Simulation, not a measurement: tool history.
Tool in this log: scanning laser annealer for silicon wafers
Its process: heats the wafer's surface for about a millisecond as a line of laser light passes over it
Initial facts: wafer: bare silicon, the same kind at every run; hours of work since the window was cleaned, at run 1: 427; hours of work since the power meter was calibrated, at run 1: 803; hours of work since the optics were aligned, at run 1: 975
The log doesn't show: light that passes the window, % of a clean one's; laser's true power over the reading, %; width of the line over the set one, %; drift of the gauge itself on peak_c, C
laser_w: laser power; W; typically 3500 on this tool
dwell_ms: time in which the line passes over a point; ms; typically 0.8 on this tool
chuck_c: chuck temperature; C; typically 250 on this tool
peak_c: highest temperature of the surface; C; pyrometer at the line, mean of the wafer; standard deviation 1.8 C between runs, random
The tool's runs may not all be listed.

| run | hour | laser_w | dwell_ms | chuck_c | hours of work since the window was cleaned | hours of work since the power meter was calibrated | hours of work since the optics were aligned | peak_c |
|---|---|---|---|---|---|---|---|---|
| 1 | 0 | 3500 | 0.8 | 250 | 427 | 803 | 975 | 1013 |
| 2 | 57.3 | 3500 | 0.8 | 250 | 452 | 828 | 1000 | 1013 |
| 3 | 130.2 | 3500 | 0.8 | 250 | 484 | 860 | 1032 | 1014 |
| 4 | 182.3 | 3500 | 0.8 | 250 | 507 | 883 | 1055 | 1014 |
| 5 | 225.1 | 3500 | 0.8 | 250 | 526 | 901 | 1074 | 1011 |
| 6 | 291.3 | 3500 | 0.8 | 250 | 555 | 930 | 1103 | 1014 |
| 7 | 357.3 | 3500 | 0.8 | 250 | 584 | 959 | 1131 | 1010 |
| 8 | 421.3 | 3500 | 0.8 | 250 | 612 | 987 | 1159 | 1008 |
| 9 | 467.4 | 3500 | 0.8 | 250 | 632 | 1007 | 1180 | 1009 |
| 10 | 497.8 | 3500 | 0.8 | 265 | 645 | 1021 | 1193 | 1025 |
|  | 513.2 | optics aligned, line set to its width |
| 11 | 534.8 | 3500 | 0.8 | 271 | 659 | 1035 | 9 | 1035 |
| 12 | 603.9 | 3500 | 0.8 | 246 | 689 | 1065 | 40 | 1007 |
| 13 | 643.6 | 3500 | 0.8 | 246 | 707 | 1082 | 57 | 1007 |
| 14 | 676.1 | 3500 | 0.8 | 246 | 721 | 1097 | 71 | 1007 |
| 15 | 731.8 | 3500 | 0.8 | 250 | 745 | 1121 | 96 | 1012 |
| 16 | 778.4 | 3646 | 0.8 | 250 | 766 | 1141 | 116 | 1038 |
| 17 | 830.4 | 3770 | 0.8 | 233 | 789 | 1164 | 139 | 1051 |
| 18 | 879.6 | 3636 | 0.927 | 289 | 810 | 1186 | 160 | 1141 |
| 19 | 950.5 | 3636 | 0.927 | 289 | 841 | 1217 | 192 | 1144 |
| 20 | 990.6 | 3636 | 0.927 | 289 | 859 | 1234 | 209 | 1141 |
|  | 1030.3 | window over the wafer cleaned |
| 21 | 1047.2 | 3636 | 0.927 | 289 | 7 | 1258 | 233 | 1158 |
| 22 | 1120.2 | 3841 | 0.8 | 257 | 39 | 1290 | 265 | 1107 |
| 23 | 1155.8 | 3841 | 0.8 | 257 | 55 | 1306 | 281 | 1106 |

The next listed run, before its measurement:
| 24 | 1210.4 | 3841 | 0.8 | 257 | 79 | 1330 | 305 | ? |

{"run 24": {"peak_c": 1108}}
The same run, on a tool lacking any hidden state, would have yielded peak_c 1115 C.
